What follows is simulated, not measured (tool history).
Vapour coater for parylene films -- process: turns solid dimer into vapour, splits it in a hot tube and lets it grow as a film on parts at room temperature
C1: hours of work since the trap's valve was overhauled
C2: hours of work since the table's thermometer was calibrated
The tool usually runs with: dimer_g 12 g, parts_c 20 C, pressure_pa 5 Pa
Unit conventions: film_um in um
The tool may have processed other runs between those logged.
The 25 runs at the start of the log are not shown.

{"run": 26, "hour": 908.3, "dimer_g": 6, "parts_c": 20, "pressure_pa": 3.99, "C1": 155, "C2": 574, "film_um": 2.86}
{"run": 27, "hour": 936.5, "dimer_g": 6, "parts_c": 20, "pressure_pa": 3.99, "C1": 167, "C2": 586, "film_um": 2.89}
{"run": 28, "hour": 976.1, "dimer_g": 9, "parts_c": 13, "pressure_pa": 8.3, "C1": 184, "C2": 603, "film_um": 4.89}
{"run": 29, "hour": 1014.6, "dimer_g": 20, "parts_c": 20, "pressure_pa": 5, "C1": 200, "C2": 619, "film_um": 9.14}
{"run": 30, "hour": 1067.3, "dimer_g": 20, "parts_c": 20, "pressure_pa": 4.43, "C1": 223, "C2": 642, "film_um": 9.32}
{"run": 31, "hour": 1105.1, "dimer_g": 20, "parts_c": 20, "pressure_pa": 4.43, "C1": 239, "C2": 658, "film_um": 9.25}
{"hour": 1134.3, "done": "trap's valve overhauled"}
{"run": 32, "hour": 1150.5, "dimer_g": 20, "parts_c": 20, "pressure_pa": 4.43, "C1": 7, "C2": 676, "film_um": 9.74}
{"run": 33, "hour": 1175.7, "dimer_g": 20, "parts_c": 20, "pressure_pa": 4.43, "C1": 18, "C2": 686, "film_um": 9.85}
{"run": 34, "hour": 1226.9, "dimer_g": 20, "parts_c": 20, "pressure_pa": 4.43, "C1": 40, "C2": 708, "film_um": 9.9}
{"run": 35, "hour": 1257.8, "dimer_g": 20, "parts_c": 20, "pressure_pa": 4.43, "C1": 53, "C2": 721, "film_um": 9.77}
{"run": 36, "hour": 1280.4, "dimer_g": 20, "parts_c": 20, "pressure_pa": 11.01, "C1": 62, "C2": 731, "film_um": 8.24}
{"run": 37, "hour": 1311.6, "dimer_g": 20, "parts_c": 20, "pressure_pa": 11.01, "C1": 76, "C2": 744, "film_um": 8.2}
{"run": 38, "hour": 1357.9, "dimer_g": 20, "parts_c": 20, "pressure_pa": 11.01, "C1": 96, "C2": 764, "film_um": 8.01}
{"run": 39, "hour": 1411.4, "dimer_g": 9, "parts_c": 31, "pressure_pa": 4.09, "C1": 118, "C2": 787, "film_um": 2.92}
{"run": 40, "hour": 1463.8, "dimer_g": 9, "parts_c": 31, "pressure_pa": 4.09, "C1": 141, "C2": 809, "film_um": 2.82}
{"run": 41, "hour": 1486.9, "dimer_g": 12, "parts_c": 20, "pressure_pa": 2.76, "C1": 151, "C2": 819, "film_um": 6.22}
{"run": 42, "hour": 1540.1, "dimer_g": 12, "parts_c": 17, "pressure_pa": 4.45, "C1": 173, "C2": 842, "film_um": 6.33}
{"run": 43, "hour": 1576.5, "dimer_g": 14, "parts_c": 28, "pressure_pa": 5, "C1": 189, "C2": 858, "film_um": 4.71}
{"run": 44, "hour": 1619.5, "dimer_g": 12, "parts_c": 13, "pressure_pa": 5, "C1": 207, "C2": 876, "film_um": 7.13}
{"run": 45, "hour": 1647.7, "dimer_g": 5, "parts_c": 13, "pressure_pa": 6.75, "C1": 219, "C2": 888, "film_um": 2.82}
{"run": 46, "hour": 1695.0, "dimer_g": 5, "parts_c": 16, "pressure_pa": 5, "C1": 240, "C2": 908, "film_um": 2.6}
{"hour": 1721.5, "done": "trap's valve overhauled"}
{"run": 47, "hour": 1740.8, "dimer_g": 8, "parts_c": 19, "pressure_pa": 10.7, "C1": 8, "C2": 926, "film_um": 3.54}

Below are 4 alternative next runs, each starting from the tool's condition after run 47. Predict each:
{"run": "A", "hour": 1783.2, "dimer_g": 12, "parts_c": 20, "pressure_pa": 3.29, "C1": 26, "C2": 944, "film_um": "?"}
{"run": "B", "hour": 1783.2, "dimer_g": 12, "parts_c": 31, "pressure_pa": 5, "C1": 26, "C2": 944, "film_um": "?"}
{"run": "C", "hour": 1783.2, "dimer_g": 5, "parts_c": 19, "pressure_pa": 2.38, "C1": 26, "C2": 944, "film_um": "?"}
{"run": "D", "hour": 1783.2, "dimer_g": 6, "parts_c": 15, "pressure_pa": 10.7, "C1": 26, "C2": 944, "film_um": "?"}

run=A film_um=6.24
run=B film_um=3.82
run=C film_um=2.92
run=D film_um=3.02
The same runs, with their run-to-run variation unchanged, on a tool lacking any hidden condition would have given:
run=A film_um=6.2
run=B film_um=3.8
run=C film_um=2.9
run=D film_um=3
